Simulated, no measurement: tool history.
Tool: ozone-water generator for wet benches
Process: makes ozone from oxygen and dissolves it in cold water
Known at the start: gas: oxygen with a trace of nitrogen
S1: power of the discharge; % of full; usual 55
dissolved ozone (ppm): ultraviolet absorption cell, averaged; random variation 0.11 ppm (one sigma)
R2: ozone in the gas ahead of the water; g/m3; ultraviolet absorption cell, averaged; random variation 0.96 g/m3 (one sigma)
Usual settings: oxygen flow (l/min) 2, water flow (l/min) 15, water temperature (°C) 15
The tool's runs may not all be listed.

run 1 hour=0 | S1=55 oxygen_flow_(l/min)=2 water_flow_(l/min)=15 water_temperature_(°C)=15 | dissolved_ozone_(ppm)=8.2 R2=157.1
run 2 hour=66.7 | S1=55 oxygen_flow_(l/min)=2 water_flow_(l/min)=15 water_temperature_(°C)=15 | dissolved_ozone_(ppm)=8.3 R2=158.1
run 3 hour=186.8 | S1=55 oxygen_flow_(l/min)=2 water_flow_(l/min)=15 water_temperature_(°C)=15 | dissolved_ozone_(ppm)=8.2 R2=157.3
run 4 hour=275.6 | S1=55 oxygen_flow_(l/min)=2 water_flow_(l/min)=15 water_temperature_(°C)=15 | dissolved_ozone_(ppm)=8.3 R2=155.6
run 5 hour=381.3 | S1=55 oxygen_flow_(l/min)=2 water_flow_(l/min)=12 water_temperature_(°C)=15 | dissolved_ozone_(ppm)=10.5 R2=156.8
run 6 hour=440.8 | S1=55 oxygen_flow_(l/min)=2 water_flow_(l/min)=12 water_temperature_(°C)=15 | dissolved_ozone_(ppm)=10.3 R2=158.2
run 7 hour=556.6 | S1=55 oxygen_flow_(l/min)=2 water_flow_(l/min)=22 water_temperature_(°C)=15 | dissolved_ozone_(ppm)=5.2 R2=156.1
run 8 hour=679.4 | S1=55 oxygen_flow_(l/min)=2 water_flow_(l/min)=22 water_temperature_(°C)=14 | dissolved_ozone_(ppm)=5.1 R2=155.4
-- hour=730.7 contactor cleaned
run 9 hour=809.3 | S1=55 oxygen_flow_(l/min)=2.68 water_flow_(l/min)=22 water_temperature_(°C)=14 | dissolved_ozone_(ppm)=6.1 R2=141.5
run 10 hour=902.6 | S1=55 oxygen_flow_(l/min)=2.96 water_flow_(l/min)=15 water_temperature_(°C)=15 | dissolved_ozone_(ppm)=9.8 R2=138.6
run 11 hour=988.4 | S1=55 oxygen_flow_(l/min)=2 water_flow_(l/min)=15 water_temperature_(°C)=15 | dissolved_ozone_(ppm)=8.3 R2=155.4
run 12 hour=1093.2 | S1=55 oxygen_flow_(l/min)=2 water_flow_(l/min)=15 water_temperature_(°C)=15 | dissolved_ozone_(ppm)=8.2 R2=153.7
run 13 hour=1215.5 | S1=55 oxygen_flow_(l/min)=2 water_flow_(l/min)=15 water_temperature_(°C)=15 | dissolved_ozone_(ppm)=8.4 R2=154.4
run 14 hour=1279.5 | S1=55 oxygen_flow_(l/min)=2 water_flow_(l/min)=15 water_temperature_(°C)=11 | dissolved_ozone_(ppm)=8.5 R2=154
run 15 hour=1382.9 | S1=55 oxygen_flow_(l/min)=2 water_flow_(l/min)=15 water_temperature_(°C)=11 | dissolved_ozone_(ppm)=8.5 R2=154.1
run 16 hour=1439 | S1=55 oxygen_flow_(l/min)=2 water_flow_(l/min)=15 water_temperature_(°C)=15 | dissolved_ozone_(ppm)=8.3 R2=152
run 17 hour=1530.2 | S1=82 oxygen_flow_(l/min)=2 water_flow_(l/min)=14 water_temperature_(°C)=15 | dissolved_ozone_(ppm)=10.9 R2=188.2
run 18 hour=1629 | S1=43 oxygen_flow_(l/min)=1.25 water_flow_(l/min)=10 water_temperature_(°C)=8 | dissolved_ozone_(ppm)=9.8 R2=153.7
run 19 hour=1697.7 | S1=65 oxygen_flow_(l/min)=2.91 water_flow_(l/min)=21 water_temperature_(°C)=15 | dissolved_ozone_(ppm)=7.1 R2=149
run 20 hour=1749.9 | S1=65 oxygen_flow_(l/min)=2.91 water_flow_(l/min)=21 water_temperature_(°C)=15 | dissolved_ozone_(ppm)=7.2 R2=147.9
run 21 hour=1854.4 | S1=56 oxygen_flow_(l/min)=1.6 water_flow_(l/min)=10 water_temperature_(°C)=8 | dissolved_ozone_(ppm)=12.5 R2=164.3
run 22 hour=1914 | S1=56 oxygen_flow_(l/min)=1.6 water_flow_(l/min)=10 water_temperature_(°C)=8 | dissolved_ozone_(ppm)=12.4 R2=164.4
run 23 hour=2028.6 | S1=56 oxygen_flow_(l/min)=1.6 water_flow_(l/min)=10 water_temperature_(°C)=8 | dissolved_ozone_(ppm)=12.3 R2=163.4
run 24 hour=2143.1 | S1=84 oxygen_flow_(l/min)=2.06 water_flow_(l/min)=17 water_temperature_(°C)=15 | dissolved_ozone_(ppm)=8.9 R2=185.7
run 25 hour=2244.3 | S1=84 oxygen_flow_(l/min)=2.06 water_flow_(l/min)=17 water_temperature_(°C)=15 | dissolved_ozone_(ppm)=8.9 R2=186.6
run 26 hour=2350.7 | S1=84 oxygen_flow_(l/min)=2.06 water_flow_(l/min)=17 water_temperature_(°C)=15 | dissolved_ozone_(ppm)=8.9 R2=184.6
run 27 hour=2449.2 | S1=69 oxygen_flow_(l/min)=2.19 water_flow_(l/min)=13 water_temperature_(°C)=10 | dissolved_ozone_(ppm)=11.7 R2=166.5
run 28 hour=2530.8 | S1=69 oxygen_flow_(l/min)=1.79 water_flow_(l/min)=17 water_temperature_(°C)=10 | dissolved_ozone_(ppm)=7.8 R2=175.8
run 29 hour=2635.5 | S1=69 oxygen_flow_(l/min)=1.79 water_flow_(l/min)=17 water_temperature_(°C)=10 | dissolved_ozone_(ppm)=7.9 R2=172.2
run 30 hour=2700.9 | S1=45 oxygen_flow_(l/min)=2.19 water_flow_(l/min)=12 water_temperature_(°C)=10 | dissolved_ozone_(ppm)=10 R2=131.9
run 31 hour=2820.7 | S1=45 oxygen_flow_(l/min)=2.19 water_flow_(l/min)=10 water_temperature_(°C)=21 | dissolved_ozone_(ppm)=10.4 R2=130.8
run 32 hour=2875.8 | S1=45 oxygen_flow_(l/min)=2.19 water_flow_(l/min)=10 water_temperature_(°C)=21 | dissolved_ozone_(ppm)=10.6 R2=130.1

Hidden state or all else? Some run-to-run changes of dissolved ozone (ppm), split into what the settings, what came in and random variation would give without the hidden state, and what is left for the hidden state (with any gauge scatter that isn't in both results):
The hidden state here: yield of the discharge, % of new electrodes'; contactor's efficiency, % of a clean one's; true water temperature over the reading, C; drift of the gauge itself on ozone_ppm, %; drift of the gauge itself on gas_g_m3, %.
Run 6 -> 7: water flow (l/min) 12 -> 22. dissolved ozone (ppm) -5.1: hidden state +0.5, all else -5.6.
Run 16 -> 17: S1 55 -> 82, water flow (l/min) 15 -> 14. dissolved ozone (ppm) +2.6: hidden state -0.5, all else +3.1.
Run 17 -> 18: S1 82 -> 43, oxygen flow (l/min) 2 -> 1.25, water flow (l/min) 14 -> 10, water temperature (°C) 15 -> 8. dissolved ozone (ppm) -1.1: hidden state +0.5, all else -1.6.
Run 20 -> 21: S1 65 -> 56, oxygen flow (l/min) 2.91 -> 1.6, water flow (l/min) 21 -> 10, water temperature (°C) 15 -> 8. dissolved ozone (ppm) +5.3: hidden state -0.5, all else +5.8.
Run 27 -> 28: oxygen flow (l/min) 2.19 -> 1.79, water flow (l/min) 13 -> 17. dissolved ozone (ppm) -3.9: hidden state +0.4, all else -4.3.

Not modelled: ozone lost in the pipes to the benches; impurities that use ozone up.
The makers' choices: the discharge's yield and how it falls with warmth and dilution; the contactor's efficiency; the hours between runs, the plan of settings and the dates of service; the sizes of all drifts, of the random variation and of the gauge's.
